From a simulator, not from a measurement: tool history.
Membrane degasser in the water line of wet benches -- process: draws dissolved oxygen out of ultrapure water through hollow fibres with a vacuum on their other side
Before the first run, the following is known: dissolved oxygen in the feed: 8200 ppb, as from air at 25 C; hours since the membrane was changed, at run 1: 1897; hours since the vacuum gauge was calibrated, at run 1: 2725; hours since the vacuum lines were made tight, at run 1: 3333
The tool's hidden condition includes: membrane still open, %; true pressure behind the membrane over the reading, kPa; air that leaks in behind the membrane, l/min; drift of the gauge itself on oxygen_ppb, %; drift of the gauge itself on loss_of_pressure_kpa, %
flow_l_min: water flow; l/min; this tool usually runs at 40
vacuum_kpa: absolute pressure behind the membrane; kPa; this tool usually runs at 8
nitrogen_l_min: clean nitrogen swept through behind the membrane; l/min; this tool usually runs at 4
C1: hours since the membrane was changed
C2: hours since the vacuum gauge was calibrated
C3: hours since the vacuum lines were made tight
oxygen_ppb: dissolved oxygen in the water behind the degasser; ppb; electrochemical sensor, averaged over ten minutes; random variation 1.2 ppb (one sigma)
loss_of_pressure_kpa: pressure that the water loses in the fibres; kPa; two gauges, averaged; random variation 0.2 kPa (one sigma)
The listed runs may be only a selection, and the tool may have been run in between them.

{"run": 1, "hour": 0.0, "flow_l_min": 40, "vacuum_kpa": 8, "nitrogen_l_min": 4, "C1": 1897, "C2": 2725, "C3": 3333, "oxygen_ppb": 113.7, "loss_of_pressure_kpa": 46.05}
{"run": 2, "hour": 110.9, "flow_l_min": 40, "vacuum_kpa": 8, "nitrogen_l_min": 4, "C1": 2008, "C2": 2836, "C3": 3444, "oxygen_ppb": 113.1, "loss_of_pressure_kpa": 46.15}
{"run": 3, "hour": 204.0, "flow_l_min": 40, "vacuum_kpa": 8, "nitrogen_l_min": 4, "C1": 2101, "C2": 2930, "C3": 3537, "oxygen_ppb": 111.4, "loss_of_pressure_kpa": 46.2}
{"run": 4, "hour": 410.6, "flow_l_min": 40, "vacuum_kpa": 8, "nitrogen_l_min": 4, "C1": 2308, "C2": 3136, "C3": 3744, "oxygen_ppb": 116.6, "loss_of_pressure_kpa": 46.52}
{"run": 5, "hour": 512.1, "flow_l_min": 40, "vacuum_kpa": 8, "nitrogen_l_min": 4, "C1": 2410, "C2": 3238, "C3": 3845, "oxygen_ppb": 111.9, "loss_of_pressure_kpa": 46.23}
{"run": 6, "hour": 712.3, "flow_l_min": 40, "vacuum_kpa": 8, "nitrogen_l_min": 4, "C1": 2610, "C2": 3438, "C3": 4045, "oxygen_ppb": 113.6, "loss_of_pressure_kpa": 46.27}
{"run": 7, "hour": 854.8, "flow_l_min": 40, "vacuum_kpa": 8, "nitrogen_l_min": 4, "C1": 2752, "C2": 3580, "C3": 4188, "oxygen_ppb": 114.5, "loss_of_pressure_kpa": 45.88}
{"run": 8, "hour": 969.8, "flow_l_min": 40, "vacuum_kpa": 8, "nitrogen_l_min": 4, "C1": 2867, "C2": 3695, "C3": 4303, "oxygen_ppb": 114.4, "loss_of_pressure_kpa": 46.25}
{"run": 9, "hour": 1162.1, "flow_l_min": 40, "vacuum_kpa": 8, "nitrogen_l_min": 4, "C1": 3060, "C2": 3888, "C3": 4495, "oxygen_ppb": 113.8, "loss_of_pressure_kpa": 46.29}
{"run": 10, "hour": 1280.9, "flow_l_min": 40, "vacuum_kpa": 8, "nitrogen_l_min": 4, "C1": 3178, "C2": 4006, "C3": 4614, "oxygen_ppb": 113.6, "loss_of_pressure_kpa": 46.3}
{"run": 11, "hour": 1365.4, "flow_l_min": 40, "vacuum_kpa": 8, "nitrogen_l_min": 4, "C1": 3263, "C2": 4091, "C3": 4698, "oxygen_ppb": 114, "loss_of_pressure_kpa": 46.23}
{"run": 12, "hour": 1455.6, "flow_l_min": 40, "vacuum_kpa": 8, "nitrogen_l_min": 4, "C1": 3353, "C2": 4181, "C3": 4789, "oxygen_ppb": 113.5, "loss_of_pressure_kpa": 46.54}
{"run": 13, "hour": 1540.7, "flow_l_min": 40, "vacuum_kpa": 8, "nitrogen_l_min": 4, "C1": 3438, "C2": 4266, "C3": 4874, "oxygen_ppb": 113.8, "loss_of_pressure_kpa": 45.99}
{"run": 14, "hour": 1686.2, "flow_l_min": 40, "vacuum_kpa": 8, "nitrogen_l_min": 3.74, "C1": 3584, "C2": 4412, "C3": 5019, "oxygen_ppb": 119.6, "loss_of_pressure_kpa": 46.31}
{"run": 15, "hour": 1834.8, "flow_l_min": 40, "vacuum_kpa": 8, "nitrogen_l_min": 3.74, "C1": 3732, "C2": 4560, "C3": 5168, "oxygen_ppb": 121.3, "loss_of_pressure_kpa": 46.36}
{"run": 16, "hour": 2014.1, "flow_l_min": 40, "vacuum_kpa": 8, "nitrogen_l_min": 3.74, "C1": 3911, "C2": 4740, "C3": 5347, "oxygen_ppb": 121.3, "loss_of_pressure_kpa": 46.21}
{"run": 17, "hour": 2213.4, "flow_l_min": 25, "vacuum_kpa": 8.03, "nitrogen_l_min": 1.91, "C1": 4111, "C2": 4939, "C3": 5546, "oxygen_ppb": 144.9, "loss_of_pressure_kpa": 28.98}
{"run": 18, "hour": 2368.1, "flow_l_min": 25, "vacuum_kpa": 6.35, "nitrogen_l_min": 4.79, "C1": 4265, "C2": 5094, "C3": 5701, "oxygen_ppb": 40.5, "loss_of_pressure_kpa": 29.03}
{"run": 19, "hour": 2508.8, "flow_l_min": 25, "vacuum_kpa": 6.35, "nitrogen_l_min": 3.2, "C1": 4406, "C2": 5234, "C3": 5842, "oxygen_ppb": 58.5, "loss_of_pressure_kpa": 28.79}
{"run": 20, "hour": 2592.7, "flow_l_min": 58, "vacuum_kpa": 16.17, "nitrogen_l_min": 4, "C1": 4490, "C2": 5318, "C3": 5926, "oxygen_ppb": 421.2, "loss_of_pressure_kpa": 66.69}
{"run": 21, "hour": 2769.6, "flow_l_min": 32, "vacuum_kpa": 6.53, "nitrogen_l_min": 1.86, "C1": 4667, "C2": 5495, "C3": 6103, "oxygen_ppb": 131.5, "loss_of_pressure_kpa": 37.11}
{"run": 22, "hour": 2976.5, "flow_l_min": 54, "vacuum_kpa": 8, "nitrogen_l_min": 4, "C1": 4874, "C2": 5702, "C3": 6310, "oxygen_ppb": 154.4, "loss_of_pressure_kpa": 62.08}
{"run": 23, "hour": 3158.3, "flow_l_min": 40, "vacuum_kpa": 9.41, "nitrogen_l_min": 1.88, "C1": 5056, "C2": 5884, "C3": 6491, "oxygen_ppb": 289.8, "loss_of_pressure_kpa": 46.16}
{"run": 24, "hour": 3330.3, "flow_l_min": 33, "vacuum_kpa": 11.79, "nitrogen_l_min": 1.72, "C1": 5228, "C2": 6056, "C3": 6663, "oxygen_ppb": 363.6, "loss_of_pressure_kpa": 38.12}
{"run": 25, "hour": 3515.0, "flow_l_min": 40, "vacuum_kpa": 8, "nitrogen_l_min": 2.43, "C1": 5412, "C2": 6241, "C3": 6848, "oxygen_ppb": 176.2, "loss_of_pressure_kpa": 46.32}
{"run": 26, "hour": 3705.4, "flow_l_min": 40, "vacuum_kpa": 8, "nitrogen_l_min": 2.43, "C1": 5603, "C2": 6431, "C3": 7038, "oxygen_ppb": 178.7, "loss_of_pressure_kpa": 46.32}
{"hour": 3797.8, "done": "seals of the vacuum lines changed"}
{"run": 27, "hour": 3852.8, "flow_l_min": 62, "vacuum_kpa": 8.47, "nitrogen_l_min": 4.44, "C1": 5748, "C2": 6576, "C3": 55, "oxygen_ppb": 182, "loss_of_pressure_kpa": 71.57}
{"run": 28, "hour": 3998.1, "flow_l_min": 57, "vacuum_kpa": 6.84, "nitrogen_l_min": 3.58, "C1": 5893, "C2": 6722, "C3": 200, "oxygen_ppb": 142.2, "loss_of_pressure_kpa": 65.69}
{"run": 29, "hour": 4081.4, "flow_l_min": 58, "vacuum_kpa": 9.71, "nitrogen_l_min": 3.96, "C1": 5977, "C2": 6805, "C3": 284, "oxygen_ppb": 224.7, "loss_of_pressure_kpa": 67}
{"run": 30, "hour": 4189.0, "flow_l_min": 58, "vacuum_kpa": 9.71, "nitrogen_l_min": 3.96, "C1": 6084, "C2": 6912, "C3": 391, "oxygen_ppb": 226.6, "loss_of_pressure_kpa": 67.22}
{"run": 31, "hour": 4379.4, "flow_l_min": 29, "vacuum_kpa": 19.35, "nitrogen_l_min": 4.25, "C1": 6275, "C2": 7103, "C3": 582, "oxygen_ppb": 258.9, "loss_of_pressure_kpa": 33.31}
{"run": 32, "hour": 4493.3, "flow_l_min": 43, "vacuum_kpa": 6.54, "nitrogen_l_min": 4.25, "C1": 6389, "C2": 7217, "C3": 696, "oxygen_ppb": 81.6, "loss_of_pressure_kpa": 49.56}

Alternative continuations, all from the tool just after run 32; predict every row:
{"run": "A", "hour": 4586.5, "flow_l_min": 40, "vacuum_kpa": 10.31, "nitrogen_l_min": 11.94, "C1": 6482, "C2": 7310, "C3": 789, "oxygen_ppb": "?", "loss_of_pressure_kpa": "?"}
{"run": "B", "hour": 4586.5, "flow_l_min": 55, "vacuum_kpa": 18.56, "nitrogen_l_min": 4, "C1": 6482, "C2": 7310, "C3": 789, "oxygen_ppb": "?", "loss_of_pressure_kpa": "?"}
{"run": "C", "hour": 4586.5, "flow_l_min": 59, "vacuum_kpa": 10.22, "nitrogen_l_min": 4.25, "C1": 6482, "C2": 7310, "C3": 789, "oxygen_ppb": "?", "loss_of_pressure_kpa": "?"}

run=A oxygen_ppb=60.8 loss_of_pressure_kpa=45.96
run=B oxygen_ppb=464.3 loss_of_pressure_kpa=63.92
run=C oxygen_ppb=234.1 loss_of_pressure_kpa=68.08
Without the tool's unlogged condition, the same runs would have read:
run=A oxygen_ppb=60.6 loss_of_pressure_kpa=45.92
run=B oxygen_ppb=463.8 loss_of_pressure_kpa=63.86
run=C oxygen_ppb=233.5 loss_of_pressure_kpa=68.02
